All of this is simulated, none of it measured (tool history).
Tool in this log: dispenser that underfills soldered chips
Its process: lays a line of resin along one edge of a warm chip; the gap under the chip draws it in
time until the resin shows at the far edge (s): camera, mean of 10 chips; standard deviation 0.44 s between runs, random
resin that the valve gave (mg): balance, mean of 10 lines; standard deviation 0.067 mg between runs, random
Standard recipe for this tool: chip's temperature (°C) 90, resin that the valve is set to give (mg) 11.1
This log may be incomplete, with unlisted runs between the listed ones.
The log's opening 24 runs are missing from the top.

run   hour  chip's temperature (°C)  resin that the valve is set to give (mg)  hours of work since the syringe was changed  hours of work since the valve was cleaned  hours of work since the stage was calibrated  time until the resin shows at the far edge (s)  resin that the valve gave (mg)
 25   94.4                       91                                      10.5                                            4                                         61                                           182                                            45.1                            9.94
      97.4  -- new syringe of resin
 26   97.9                       91                                      10.5                                            0                                         63                                           184                                              33                            9.91
 27  100.6                       91                                      10.5                                            2                                         65                                           186                                            38.4                            9.92
 28  102.7                       90                                      10.5                                            4                                         66                                           188                                            45.5                            9.91
     106.3  -- new syringe of resin
 29  106.9                      100                                      10.4                                            0                                         69                                           190                                            25.7                            9.71
     112.5  -- dispensing valve cleaned and set on the balance
 30    113                      103                                       9.5                                            4                                          0                                           194                                            30.7                            9.51
     116.1  -- new syringe of resin
 31  117.2                      103                                       9.5                                            1                                          3                                           197                                            23.6                            9.44
 32  121.4                       93                                       9.9                                            4                                          6                                           200                                            42.1                            9.86
     124.9  -- new syringe of resin
 33  126.3                       90                                      10.3                                            1                                          9                                           203                                            36.2                           10.24
 34  130.7                       91                                      11.3                                            4                                         12                                           206                                              44                           11.23
     133.4  -- new syringe of resin
 35  134.5                       76                                      10.8                                            1                                         15                                           208                                            59.4                           10.68

Alternative continuations, all from the tool just after run 35; predict every row:
  A  136.6                       96                                      13.7                                            2                                         16                                           210                                               ?                               ?
  B  136.6                       90                                      13.3                                            2                                         16                                           210                                               ?                               ?
  C  136.6                       75                                        11                                            2                                         16                                           210                                               ?                               ?
  D  136.6                      101                                      12.3                                            2                                         16                                           210                                               ?                               ?

run  time until the resin shows at the far edge (s)  resin that the valve gave (mg)
  A                                            32.2                           13.54
  B                                            39.2                           13.15
  C                                            70.1                           10.87
  D                                            27.3                           12.14
Had the tool no hidden state, the same runs would have come out as:
run  time until the resin shows at the far edge (s)  resin that the valve gave (mg)
  A                                            25.5                           13.72
  B                                            31.2                           13.32
  C                                            55.5                           11.01
  D                                            21.7                           12.29

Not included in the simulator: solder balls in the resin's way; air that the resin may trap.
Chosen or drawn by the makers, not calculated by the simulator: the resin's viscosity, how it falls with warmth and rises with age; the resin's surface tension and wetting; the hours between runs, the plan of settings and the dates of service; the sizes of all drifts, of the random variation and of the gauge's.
